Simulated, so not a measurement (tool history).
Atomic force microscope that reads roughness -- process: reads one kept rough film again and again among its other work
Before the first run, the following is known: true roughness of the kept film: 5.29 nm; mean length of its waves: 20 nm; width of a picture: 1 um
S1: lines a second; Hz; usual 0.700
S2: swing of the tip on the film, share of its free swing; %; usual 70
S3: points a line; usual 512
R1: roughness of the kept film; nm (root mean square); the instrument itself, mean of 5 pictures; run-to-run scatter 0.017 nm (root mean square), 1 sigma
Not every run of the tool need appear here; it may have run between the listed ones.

run,hour,S1,S2,S3,R1
1,0.0,0.700,70,512,3.242
2,38.5,0.700,70,512,2.964
3,80.6,0.700,70,512,2.717
4,100.0,0.700,68,512,2.589
5,146.1,3.444,70,512,3.672
6,177.4,3.444,70,512,3.332
7,200.2,0.959,70,512,3.274
8,226.0,0.959,70,512,3.075
9,256.8,0.959,66,512,2.848
10,300.6,1.540,66,512,2.548
11,333.2,0.700,70,512,2.424
12,355.3,0.690,70,512,3.934
13,380.7,0.690,70,512,3.680
14,416.2,0.700,70,579,3.306
15,453.2,0.700,70,579,2.986
16,477.5,0.700,70,579,2.804
17,521.9,0.700,70,439,2.542
18,555.2,0.700,70,439,2.372
19,585.0,0.700,70,439,3.888
20,617.8,0.801,60,722,3.564
21,647.9,1.118,62,813,3.271
22,669.7,1.118,62,813,3.090
23,709.5,2.019,87,270,2.542
24,731.0,0.700,65,275,2.610
25,776.6,0.979,83,267,2.328
26,823.8,1.978,87,851,3.566
27,844.4,0.593,70,522,3.583
28,867.8,0.593,74,813,3.343
29,913.1,0.700,70,690,2.960
30,934.4,0.700,70,690,2.826
31,973.5,0.700,70,690,2.583
32,996.9,0.700,70,903,2.465
33,1017.0,3.232,56,903,2.366
34,1059.7,0.701,70,899,3.717
35,1097.4,1.131,75,873,3.277
36,1139.4,1.131,75,873,2.970

Put back what was entered between runs (5 entries, withheld): which listed runs does each sit between, and how does the hidden state differ from the listed run before to the listed run after?
Logged between run 4 and run 5: new tip fitted (hour 120.0)
  radius of the tip, nm: 19.6 -> 7.1; height scale over the true one, %: 0.83 -> 0.86
  difference, measured minus the result without the unlogged condition, R1: -1.522 -> -0.289 nm (root mean square)
Logged between run 11 and run 12: new tip fitted (hour 345.2)
  radius of the tip, nm: 22.3 -> 6.2; height scale over the true one, %: 1 -> 1.01
  difference, measured minus the result without the unlogged condition, R1: -1.693 -> -0.159 nm (root mean square)
Logged between run 18 and run 19: new tip fitted (hour 571.0)
  radius of the tip, nm: 22.7 -> 6.8; height scale over the true one, %: 1.17 -> 1.19
  difference, measured minus the result without the unlogged condition, R1: -1.696 -> -0.234 nm (root mean square)
Logged between run 25 and run 26: new tip fitted (hour 794.8)
  radius of the tip, nm: 22 -> 7.5; height scale over the true one, %: 1.33 -> 1.37
  difference, measured minus the result without the unlogged condition, R1: -1.591 -> -0.322 nm (root mean square)
Logged between run 33 and run 34: new tip fitted (hour 1021.8)
  radius of the tip, nm: 23.5 -> 8.2; height scale over the true one, %: 1.51 -> 1.53
  difference, measured minus the result without the unlogged condition, R1: -1.740 -> -0.435 nm (root mean square)
